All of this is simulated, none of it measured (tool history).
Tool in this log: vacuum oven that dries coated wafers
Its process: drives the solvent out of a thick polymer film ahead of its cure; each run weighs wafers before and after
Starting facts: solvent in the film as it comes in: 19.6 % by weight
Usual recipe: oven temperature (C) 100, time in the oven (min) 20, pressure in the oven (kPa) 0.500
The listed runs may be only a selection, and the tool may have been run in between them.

run,hour,oven temperature (C),time in the oven (min),pressure in the oven (kPa),solvent left in the film (%)
1,0.0,100,20,0.500,2.65
2,7.9,100,20,0.500,2.67
3,23.3,100,20,0.500,2.66
4,31.6,100,20,0.500,2.67
5,40.4,100,20,0.500,2.65
6,55.0,100,20,0.500,2.64
7,66.3,111,20,0.500,0.94
8,80.0,111,20,1.818,1.20
9,88.4,100,20,0.500,2.64
10,100.7,100,17,0.500,3.42
11,116.3,100,17,0.500,3.44
12,125.6,100,17,0.500,3.46
13,140.9,100,17,1.249,3.63
14,156.7,100,17,1.249,3.62
15,170.1,100,17,1.249,3.60
16,180.9,100,17,1.249,3.60
17,191.5,100,17,1.249,3.63
18,199.5,100,17,1.249,3.60
19,209.6,89,17,1.249,6.50
20,221.0,89,17,1.037,6.42
21,235.0,91,20,0.573,4.82
22,244.3,91,20,0.573,4.82
23,258.6,107,16,1.239,2.38
24,269.9,114,13,0.851,1.92
25,284.0,114,13,0.851,1.93
26,291.3,109,20,1.069,1.27
27,307.3,94,27,1.069,2.70
28,314.5,94,27,1.069,2.72

For run 29, what comes out?
29,324.6,94,27,1.069,?

solvent left in the film (%): 2.71
With no hidden state in the tool, this same run would have given solvent left in the film (%) 3.06.
